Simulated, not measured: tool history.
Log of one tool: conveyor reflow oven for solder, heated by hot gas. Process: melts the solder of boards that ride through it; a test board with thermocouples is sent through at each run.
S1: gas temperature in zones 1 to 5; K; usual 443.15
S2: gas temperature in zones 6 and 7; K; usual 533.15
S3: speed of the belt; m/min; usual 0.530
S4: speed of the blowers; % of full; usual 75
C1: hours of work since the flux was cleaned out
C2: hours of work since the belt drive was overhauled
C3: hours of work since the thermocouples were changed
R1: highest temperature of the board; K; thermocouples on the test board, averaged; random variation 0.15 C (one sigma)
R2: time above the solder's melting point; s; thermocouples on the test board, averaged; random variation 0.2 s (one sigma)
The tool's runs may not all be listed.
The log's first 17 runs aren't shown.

| run | day | S1 | S2 | S3 | S4 | C1 | C2 | C3 | R1 | R2 |
|---|---|---|---|---|---|---|---|---|---|---|
| 18 | 43.788 | 449.15 | 529.15 | 0.478 | 73 | 293 | 344 | 280 | 515.15 | 57.1 |
| 19 | 47.125 | 449.15 | 529.15 | 0.478 | 73 | 351 | 402 | 339 | 515.35 | 56.9 |
| 20 | 49.538 | 449.15 | 522.15 | 0.531 | 73 | 394 | 444 | 381 | 505.85 | 38.8 |
| 21 | 51.729 | 443.15 | 540.15 | 0.530 | 75 | 432 | 483 | 420 | 519.75 | 52.9 |
|  | 53.779 | flux residue cleaned out of gas plates and filters |
| 22 | 54.783 | 443.15 | 547.15 | 0.530 | 84 | 18 | 533 | 470 | 532.75 | 63.7 |
| 23 | 57.433 | 454.15 | 547.15 | 0.467 | 84 | 64 | 579 | 516 | 537.65 | 80.4 |
| 24 | 59.471 | 454.15 | 547.15 | 0.467 | 84 | 100 | 615 | 552 | 537.95 | 80.8 |
| 25 | 61.158 | 454.15 | 531.15 | 0.537 | 84 | 129 | 645 | 582 | 519.85 | 58.4 |
| 26 | 63.683 | 435.15 | 534.15 | 0.621 | 67 | 174 | 689 | 626 | 507.25 | 28.7 |
| 27 | 65.221 | 435.15 | 534.15 | 0.621 | 67 | 201 | 716 | 653 | 507.05 | 28.6 |
| 28 | 67.242 | 443.15 | 533.15 | 0.445 | 85 | 236 | 751 | 688 | 524.55 | 71.2 |

The next listed run, before its measurement:
|  | 68.362 | belt drive overhauled, speed set with a stopwatch |
| 29 | 70.262 | 443.15 | 533.15 | 0.530 | 73 | 286 | 33 | 738 | ? | ? |

{"run 29": {"R1": 515.55, "R2": 47.9}}
Without the tool's hidden state the same run would have given R1 515.95 K, R2 49.3 s.
